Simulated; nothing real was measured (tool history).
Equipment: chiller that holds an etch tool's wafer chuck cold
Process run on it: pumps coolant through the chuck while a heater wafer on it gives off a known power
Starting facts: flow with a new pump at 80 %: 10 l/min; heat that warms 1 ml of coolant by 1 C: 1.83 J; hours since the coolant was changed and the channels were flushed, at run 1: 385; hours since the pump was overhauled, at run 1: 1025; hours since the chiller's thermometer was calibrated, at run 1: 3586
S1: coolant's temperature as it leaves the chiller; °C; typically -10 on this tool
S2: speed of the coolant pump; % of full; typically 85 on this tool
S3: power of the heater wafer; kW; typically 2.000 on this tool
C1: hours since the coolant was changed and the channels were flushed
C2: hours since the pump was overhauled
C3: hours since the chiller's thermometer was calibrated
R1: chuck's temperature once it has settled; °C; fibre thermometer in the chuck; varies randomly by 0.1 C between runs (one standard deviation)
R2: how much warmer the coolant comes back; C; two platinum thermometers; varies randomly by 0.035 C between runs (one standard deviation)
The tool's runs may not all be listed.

Run 1, day 0.000: usual settings; C1 385; C2 1025; C3 3586. Result: R1 2.3 °C, R2 6.11 C.
Run 2, day 4.133: usual settings; C1 484; C2 1124; C3 3685. Result: R1 2.2 °C, R2 6.18 C.
At day 4.571: chiller's thermometer calibrated.
Run 3, day 7.275: usual settings but S1 -17 °C; C1 558; C2 1199; C3 65. Result: R1 -4.8 °C, R2 6.13 C.
Run 4, day 13.312: usual settings but S1 -17 °C; C1 703; C2 1343; C3 210. Result: R1 -4.5 °C, R2 6.15 C.
Run 5, day 19.579: usual settings; C1 854; C2 1494; C3 360. Result: R1 2.2 °C, R2 6.15 C.
Run 6, day 23.975: usual settings; C1 959; C2 1599; C3 466. Result: R1 2.1 °C, R2 6.18 C.
Run 7, day 27.783: usual settings; C1 1050; C2 1691; C3 557. Result: R1 2.4 °C, R2 6.18 C.
Run 8, day 33.133: usual settings; C1 1179; C2 1819; C3 685. Result: R1 2.4 °C, R2 6.21 C.
Run 9, day 37.967: usual settings; C1 1295; C2 1935; C3 802. Result: R1 2.3 °C, R2 6.20 C.
Run 10, day 41.138: usual settings but S2 74 % of full; C1 1371; C2 2011; C3 878. Result: R1 4.1 °C, R2 7.30 C.
Run 11, day 47.058: usual settings; C1 1513; C2 2153; C3 1020. Result: R1 2.2 °C, R2 6.25 C.
Run 12, day 50.838: usual settings; C1 1604; C2 2244; C3 1110. Result: R1 2.3 °C, R2 6.27 C.
Run 13, day 57.158: usual settings; C1 1756; C2 2396; C3 1262. Result: R1 2.2 °C, R2 6.32 C.
Run 14, day 60.112: usual settings; C1 1826; C2 2467; C3 1333. Result: R1 2.2 °C, R2 6.24 C.
Run 15, day 64.492: usual settings; C1 1932; C2 2572; C3 1438. Result: R1 2.2 °C, R2 6.25 C.
Run 16, day 68.158: usual settings; C1 2019; C2 2660; C3 1526. Result: R1 2.3 °C, R2 6.29 C.
Run 17, day 72.083: usual settings but S2 82 % of full, S3 1.103 kW; C1 2114; C2 2754; C3 1620. Result: R1 -3.1 °C, R2 3.66 C.
Run 18, day 77.733: usual settings but S1 -7 °C, S3 1.391 kW; C1 2249; C2 2889; C3 1756. Result: R1 1.6 °C, R2 4.50 C.
Run 19, day 82.921: usual settings but S1 -14 °C, S2 78 % of full, S3 1.670 kW; C1 2374; C2 3014; C3 1880. Result: R1 -2.8 °C, R2 5.81 C.
Run 20, day 86.883: usual settings but S1 -14 °C, S2 72 % of full, S3 1.670 kW; C1 2469; C2 3109; C3 1976. Result: R1 -2.1 °C, R2 6.38 C.
Run 21, day 92.004: usual settings but S1 -2 °C, S2 89 % of full, S3 1.670 kW; C1 2592; C2 3232; C3 2098. Result: R1 8.0 °C, R2 5.09 C.
Run 22, day 96.238: usual settings but S1 -6 °C, S2 90 % of full, S3 1.393 kW; C1 2693; C2 3334; C3 2200. Result: R1 2.0 °C, R2 4.27 C.
Run 23, day 100.117: usual settings but S1 -6 °C, S2 90 % of full, S3 1.393 kW; C1 2786; C2 3427; C3 2293. Result: R1 2.0 °C, R2 4.23 C.
Run 24, day 106.292: usual settings but S1 -17 °C, S2 89 % of full, S3 1.928 kW; C1 2935; C2 3575; C3 2441. Result: R1 -5.6 °C, R2 5.84 C.
Run 25, day 112.167: usual settings but S1 -2 °C, S2 78 % of full, S3 2.085 kW; C1 3076; C2 3716; C3 2582. Result: R1 11.8 °C, R2 7.24 C.
Run 26, day 115.988: usual settings but S1 -17 °C, S2 78 % of full, S3 2.785 kW; C1 3167; C2 3808; C3 2674. Result: R1 1.6 °C, R2 9.71 C.
Run 27, day 121.071: usual settings but S1 0 °C, S2 93 % of full, S3 1.748 kW; C1 3289; C2 3930; C3 2796. Result: R1 9.8 °C, R2 5.16 C.
Run 28, day 126.417: usual settings but S1 0 °C, S2 93 % of full, S3 1.748 kW; C1 3418; C2 4058; C3 2924. Result: R1 9.9 °C, R2 5.18 C.
Run 29, day 129.296: usual settings but S1 -15 °C, S2 93 % of full, S3 1.511 kW; C1 3487; C2 4127; C3 2993. Result: R1 -6.5 °C, R2 4.55 C.
Run 30, day 135.054: usual settings but S2 77 % of full; C1 3625; C2 4265; C3 3132. Result: R1 3.3 °C, R2 7.21 C.
Run 31, day 138.783: usual settings but S1 -8 °C, S2 86 % of full, S3 1.734 kW; C1 3715; C2 4355; C3 3221. Result: R1 2.5 °C, R2 5.59 C.

Pick out some run-to-run changes in R2. Of each, how much would a tool without hidden state show as well, from the settings, what came in and chance, and how much is left for the hidden state and any gauge scatter not in both results compared?
Unlogged tool condition in this case: heat passed by the chuck's channels, % of clean ones'; flow at a given pump speed, % of a new pump's; coolant's true temperature over the reading, C; drift of the gauge itself on chuck_c, C; drift of the gauge itself on warmer_back_c, C.
Run 3 -> 4: no setting changed, nothing entered. R2 +0.02 C: hidden state +0.02, all else +0.00.
Run 8 -> 9: no setting changed, nothing entered. R2 -0.01 C: hidden state +0.02, all else -0.03.
Run 12 -> 13: no setting changed, nothing entered. R2 +0.05 C: hidden state +0.03, all else +0.02.
Run 16 -> 17: S2 85 -> 82, S3 2.000 -> 1.103. R2 -2.63 C: hidden state +0.01, all else -2.64.
Run 26 -> 27: S1 -17 -> 0, S2 78 -> 93, S3 2.785 -> 1.748. R2 -4.55 C: hidden state +0.01, all else -4.56.
Run 29 -> 30: S1 -15 -> -10, S2 93 -> 77, S3 1.511 -> 2.000. R2 +2.66 C: hidden state +0.02, all else +2.64.
